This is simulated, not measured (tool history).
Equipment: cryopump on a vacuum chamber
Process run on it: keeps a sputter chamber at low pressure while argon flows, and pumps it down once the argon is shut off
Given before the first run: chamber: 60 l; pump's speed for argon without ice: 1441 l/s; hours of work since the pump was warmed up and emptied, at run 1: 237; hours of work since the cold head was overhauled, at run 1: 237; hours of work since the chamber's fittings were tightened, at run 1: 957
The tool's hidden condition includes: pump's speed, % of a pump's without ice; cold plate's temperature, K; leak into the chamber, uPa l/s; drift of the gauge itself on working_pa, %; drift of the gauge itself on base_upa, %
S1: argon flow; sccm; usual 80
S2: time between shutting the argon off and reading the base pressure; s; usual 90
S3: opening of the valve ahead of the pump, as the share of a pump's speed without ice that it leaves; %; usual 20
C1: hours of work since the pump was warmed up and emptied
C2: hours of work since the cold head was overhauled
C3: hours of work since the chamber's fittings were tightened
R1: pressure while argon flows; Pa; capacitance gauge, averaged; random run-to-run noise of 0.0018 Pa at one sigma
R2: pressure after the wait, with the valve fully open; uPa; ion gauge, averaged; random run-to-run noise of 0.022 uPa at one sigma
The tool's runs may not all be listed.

run	hour	S1	S2	S3	C1	C2	C3	R1	R2
1	0	80	90	20	237	237	957	0.4792	1.82
2	12.6	80	90	20	246	246	966	0.4806	1.89
3	29.4	80	90	20	257	257	977	0.4802	1.92
4	46.1	80	90	20	268	268	988	0.4814	1.91
5	57.5	80	58	20	276	276	996	0.4801	2.13
6	68.9	80	58	20	283	283	1004	0.4816	2.17
7	82	80	58	20	292	292	1012	0.4804	2.16
8	89.7	80	58	20	297	297	1017	0.4816	2.18
9	103	80	58	20	306	306	1026	0.4805	2.29
10	117.8	80	58	29	316	316	1036	0.3378	2.19
11	125.6	80	58	29	321	321	1042	0.3378	2.27
12	141.7	80	90	20	332	332	1052	0.4825	2.02
13	154.6	80	90	20	341	341	1061	0.4874	1.96
14	173	80	90	20	353	353	1073	0.4833	2.04
15	189.1	80	90	20	364	364	1084	0.4837	2
16	201.3	80	90	20	372	372	1092	0.4885	2.07
17	211.8	80	90	20	379	379	1099	0.4873	2.11
18	224.3	80	90	20	388	388	1108	0.485	2.13
19	238.9	80	90	20	397	397	1118	0.4862	2.15
20	253.8	74	82	54	407	407	1128	0.1778	2.23
21	263.8	108	90	49	414	414	1134	0.2826	2.21
22	278.1	108	90	49	424	424	1144	0.2858	2.17
23	294.6	80	196	17	435	435	1155	0.5757	1.89
24	302.5	80	37	47	440	440	1160	0.2198	2.88
25	310.8	55	37	19	446	446	1166	0.3503	2.79
26	324.1	116	47	22	455	455	1175	0.6428	2.7
27	335.7	57	90	26	462	462	1183	0.2715	2.27
28	354.1	57	90	26	475	475	1195	0.2736	2.28
29	367.4	80	123	23	484	484	1204	0.4286	2.15
30	375.5	80	27	20	489	489	1209	0.4895	3.39
31	385.5	53	184	28	496	496	1216	0.2362	2.1
32	393.3	53	184	28	501	501	1221	0.238	2.12
33	408.2	35	190	17	511	511	1231	0.2519	2.11
34	422.7	77	21	20	521	521	1241	0.474	3.93
35	437.5	77	21	20	531	531	1251	0.4774	3.9

Here are 3 independent what-if runs from the current tool condition. What would each one return?
A	451.4	49	21	40	540	540	1260	?	?
B	451.4	42	60	20	540	540	1260	?	?
C	451.4	80	35	16	540	540	1260	?	?

run	R1	R2
A	0.1594	3.86
B	0.2605	2.61
C	0.6109	3.18
Stripped of hidden state, with their random variation kept, the same runs would have yielded:
run	R1	R2
A	0.1441	2.11
B	0.2473	0.86
C	0.586	1.39

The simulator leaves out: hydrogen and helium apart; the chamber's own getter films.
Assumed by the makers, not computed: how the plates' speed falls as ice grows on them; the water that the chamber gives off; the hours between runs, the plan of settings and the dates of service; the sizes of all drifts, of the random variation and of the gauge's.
